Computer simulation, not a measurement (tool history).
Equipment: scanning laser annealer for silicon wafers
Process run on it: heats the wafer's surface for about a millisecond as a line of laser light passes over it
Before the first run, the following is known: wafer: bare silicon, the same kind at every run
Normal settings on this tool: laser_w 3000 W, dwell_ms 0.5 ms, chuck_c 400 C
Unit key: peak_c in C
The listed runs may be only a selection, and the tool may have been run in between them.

run     day  laser_w  dwell_ms  chuck_c  peak_c
  1       0     3000       0.5      400    1143
  2   0.683     3000       0.5      400    1145
  3     1.3     3000       0.5      400    1145
  4   1.933     3000       0.5      400    1145
  5   2.721     3000       0.5      400    1143
  6   3.121     3000       0.5      400    1141
  7   3.825     3000       0.5      400    1142
  8   4.554     3000       0.5      400    1138
  9       5     3000       0.5      400    1139
 10   5.358     3000       0.5      400    1139
 11   5.921     3000       0.5      378    1118
 12   6.492     3258       0.5      400    1197
 13     7.3     3258       0.5      400    1193
 14   8.083     3258       0.5      400    1197
      8.225  -- window over the wafer cleaned
 15   8.508     3258       0.5      400    1194
 16   9.204     3258       0.5      400    1191
 17   9.746     2676     0.524      381    1056
 18   10.35     3000       0.5      429    1162
 19  10.921     3149     0.377      410    1069
 20  11.375     3149     0.377      410    1067
     11.783  -- window over the wafer cleaned, once more
 21  12.217     3149     0.377      410    1083
 22  12.704     2624     0.491      379    1030
 23  13.367     2892     0.528      417    1160
 24  14.096     2892     0.528      417    1163
 25  14.725     2892     0.528      417    1159

Run 26, settings as shown, results not yet in. Your forecast:
     15.071  -- optics aligned, line set to its width
 26  15.3     2660     0.529      426       ?

For run 26 the tool returned peak_c 1123 C.
Had the tool carried no hidden state, the very same run would have given peak_c 1122 C.
